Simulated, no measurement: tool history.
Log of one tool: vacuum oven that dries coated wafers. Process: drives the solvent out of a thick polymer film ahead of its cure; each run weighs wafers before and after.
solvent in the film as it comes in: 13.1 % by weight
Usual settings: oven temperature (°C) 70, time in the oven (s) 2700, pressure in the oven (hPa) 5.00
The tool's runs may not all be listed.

run,day,oven temperature (°C),time in the oven (s),pressure in the oven (hPa),solvent left in the film (%)
1,0.000,70,2700,5.00,1.84
2,2.908,70,2700,5.00,1.82
3,4.908,70,2700,5.00,1.86
4,7.542,70,2700,14.31,2.55
5,9.671,70,2700,3.83,1.76
6,13.012,70,2700,3.83,1.77
7,16.583,60,2700,3.83,3.57
8,18.321,60,2700,3.83,3.53
9,21.217,60,2700,3.83,3.52
10,24.425,70,2700,5.00,1.89
11,27.321,70,2700,5.00,1.84
12,29.650,70,2700,5.00,1.85
13,32.900,70,3300,5.00,1.39
14,35.971,70,3300,5.00,1.41
15,39.183,75,2940,3.36,0.93
16,41.325,75,2940,3.36,0.95
17,44.100,56,1440,7.14,6.92
18,47.838,56,1440,7.14,6.83
19,49.812,56,1440,7.14,6.88
20,52.875,70,3660,2.78,1.01
21,56.533,65,1320,2.78,5.09
22,58.638,65,1320,2.78,5.18
23,60.921,78,1920,4.12,1.60
24,62.546,79,1920,4.12,1.47
25,64.350,62,2700,16.89,4.57
26,66.483,70,2700,6.59,2.13
27,70.154,70,4080,12.07,1.70
28,73.421,70,4080,12.07,1.71

Taken out of this log: 1 entry between the listed runs. Where each belongs, and how the hidden state differs across it:
Between runs 24 and 25: oven's thermocouples calibrated (day 63.167)
  true wafer temperature over the reading, C: 1.27 -> 0.15; true pressure over the reading, kPa: 0.174 -> 0.177
  measured less the result without the state, solvent left in the film (%): -0.07 -> +0.13

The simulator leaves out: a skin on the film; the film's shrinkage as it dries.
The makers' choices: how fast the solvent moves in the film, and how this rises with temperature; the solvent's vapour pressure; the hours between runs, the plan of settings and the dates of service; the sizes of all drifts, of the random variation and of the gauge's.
